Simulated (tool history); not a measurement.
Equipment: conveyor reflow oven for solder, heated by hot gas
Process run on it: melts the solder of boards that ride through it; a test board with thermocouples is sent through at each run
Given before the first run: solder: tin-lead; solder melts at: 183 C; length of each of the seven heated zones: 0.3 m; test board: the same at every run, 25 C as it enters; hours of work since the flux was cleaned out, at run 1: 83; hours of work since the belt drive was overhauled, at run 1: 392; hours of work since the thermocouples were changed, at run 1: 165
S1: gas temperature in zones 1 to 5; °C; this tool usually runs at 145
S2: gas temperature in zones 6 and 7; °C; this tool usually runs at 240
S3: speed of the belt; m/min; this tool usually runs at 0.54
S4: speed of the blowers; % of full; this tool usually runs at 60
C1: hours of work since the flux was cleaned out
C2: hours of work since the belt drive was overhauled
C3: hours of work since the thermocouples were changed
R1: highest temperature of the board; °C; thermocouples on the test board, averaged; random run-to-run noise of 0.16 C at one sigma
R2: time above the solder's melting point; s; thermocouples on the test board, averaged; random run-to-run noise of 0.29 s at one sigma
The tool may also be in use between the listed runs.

run 1 hour=0 | S1=145 S2=240 S3=0.54 S4=60 | C1=83 C2=392 C3=165 | R1=215.4 R2=49.9
run 2 hour=36.3 | S1=145 S2=240 S3=0.54 S4=60 | C1=101 C2=409 C3=182 | R1=215.3 R2=49.2
run 3 hour=78 | S1=145 S2=240 S3=0.54 S4=60 | C1=121 C2=430 C3=203 | R1=215.3 R2=48.9
run 4 hour=106.4 | S1=145 S2=240 S3=0.54 S4=60 | C1=135 C2=443 C3=216 | R1=215.2 R2=49.4
run 5 hour=161.3 | S1=139 S2=240 S3=0.54 S4=60 | C1=161 C2=470 C3=243 | R1=213.6 R2=46.6
run 6 hour=216.7 | S1=145 S2=243 S3=0.54 S4=60 | C1=188 C2=497 C3=270 | R1=217.5 R2=50.7
run 7 hour=284.3 | S1=151 S2=243 S3=0.54 S4=60 | C1=221 C2=529 C3=302 | R1=219.1 R2=54.1
run 8 hour=320.4 | S1=145 S2=240 S3=0.54 S4=60 | C1=238 C2=547 C3=320 | R1=215 R2=50
-- hour=371.8 flux residue cleaned out of gas plates and filters
run 9 hour=373.8 | S1=145 S2=240 S3=0.54 S4=60 | C1=1 C2=570 C3=343 | R1=216.5 R2=50.5
run 10 hour=410.1 | S1=145 S2=240 S3=0.54 S4=60 | C1=19 C2=588 C3=361 | R1=216.7 R2=50.9
run 11 hour=443.3 | S1=145 S2=240 S3=0.54 S4=60 | C1=35 C2=604 C3=377 | R1=216.4 R2=50.5
run 12 hour=486.9 | S1=145 S2=250 S3=0.54 S4=60 | C1=56 C2=625 C3=398 | R1=224.4 R2=56.3
run 13 hour=550.7 | S1=145 S2=250 S3=0.54 S4=60 | C1=87 C2=656 C3=429 | R1=224.3 R2=56.7
run 14 hour=591.7 | S1=145 S2=240 S3=0.578 S4=60 | C1=106 C2=676 C3=449 | R1=213.1 R2=45.6
run 15 hour=632.2 | S1=140 S2=243 S3=0.54 S4=62 | C1=126 C2=695 C3=468 | R1=217.7 R2=50.8
run 16 hour=694.6 | S1=140 S2=243 S3=0.54 S4=62 | C1=156 C2=725 C3=498 | R1=217.8 R2=50.7
run 17 hour=749 | S1=140 S2=243 S3=0.54 S4=62 | C1=182 C2=752 C3=525 | R1=217.6 R2=50.6
run 18 hour=787.2 | S1=155 S2=240 S3=0.54 S4=80 | C1=201 C2=770 C3=543 | R1=222.4 R2=59.4
run 19 hour=819.8 | S1=136 S2=240 S3=0.502 S4=80 | C1=217 C2=786 C3=559 | R1=220.6 R2=55.9
run 20 hour=851.3 | S1=145 S2=248 S3=0.54 S4=55 | C1=232 C2=801 C3=574 | R1=220.9 R2=54.2
run 21 hour=888.7 | S1=148 S2=231 S3=0.617 S4=51 | C1=250 C2=819 C3=592 | R1=202.5 R2=32
-- hour=915 flux residue cleaned out of gas plates and filters
run 22 hour=960.2 | S1=130 S2=252 S3=0.588 S4=86 | C1=22 C2=851 C3=624 | R1=225.3 R2=48.4
run 23 hour=996.8 | S1=130 S2=252 S3=0.573 S4=85 | C1=40 C2=869 C3=642 | R1=226 R2=50.2

What will run 24 give?
run 24 hour=1026.2 | S1=157 S2=236 S3=0.515 S4=60 | C1=54 C2=883 C3=656 | R1=? R2=?

Run 24 yielded R1 218.3 °C, R2 60 s.
On a tool with no hidden condition, and with the same random variation, this run would have come out at R1 217.2 °C, R2 58.1 s.

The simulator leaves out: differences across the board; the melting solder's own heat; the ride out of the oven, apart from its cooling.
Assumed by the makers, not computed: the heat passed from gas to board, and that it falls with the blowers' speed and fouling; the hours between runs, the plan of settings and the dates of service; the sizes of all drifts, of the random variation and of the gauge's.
